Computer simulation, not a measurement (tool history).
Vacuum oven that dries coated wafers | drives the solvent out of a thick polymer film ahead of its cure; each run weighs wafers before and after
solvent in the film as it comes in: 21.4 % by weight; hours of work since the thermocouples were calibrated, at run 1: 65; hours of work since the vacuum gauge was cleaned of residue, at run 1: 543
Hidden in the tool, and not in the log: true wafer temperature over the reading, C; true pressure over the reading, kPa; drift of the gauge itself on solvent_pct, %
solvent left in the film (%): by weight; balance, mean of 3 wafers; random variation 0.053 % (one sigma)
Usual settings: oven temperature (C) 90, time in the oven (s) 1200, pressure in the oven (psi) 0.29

run	hour	oven temperature (C)	time in the oven (s)	pressure in the oven (psi)	hours of work since the thermocouples were calibrated	hours of work since the vacuum gauge was cleaned of residue	solvent left in the film (%)
1	0	90	1200	0.29	65	543	3.86
2	63.1	90	660	0.29	102	580	7.4
3	132.1	90	1200	0.29	143	621	3.96
4	209.9	90	1200	0.29	189	667	3.97
5	289.7	90	1200	0.29	236	714	3.87
6	356.6	82	1500	0.77	276	753	6.35
7	402.5	93	1740	0.29	303	781	1.62
8	474.7	93	1740	0.29	345	823	1.7
9	522.1	97	1860	0.599	373	851	1.59
10	562.5	97	1860	0.599	397	875	1.53

5 ways to go on from here, each from the tool as it stands after run 10. What would each give?
A	605.9	95	2040	0.29	423	901	?
B	605.9	93	1980	0.77	423	901	?
C	605.9	100	960	0.16	423	901	?
D	605.9	97	1860	0.599	423	901	?
E	605.9	87	1860	0.599	423	901	?

run	solvent left in the film (%)
A	1.06
B	2.21
C	2.26
D	1.53
E	3.34
Without the tool's hidden state the same runs would have given:
run	solvent left in the film (%)
A	1.05
B	2.2
C	2.24
D	1.52
E	3.32
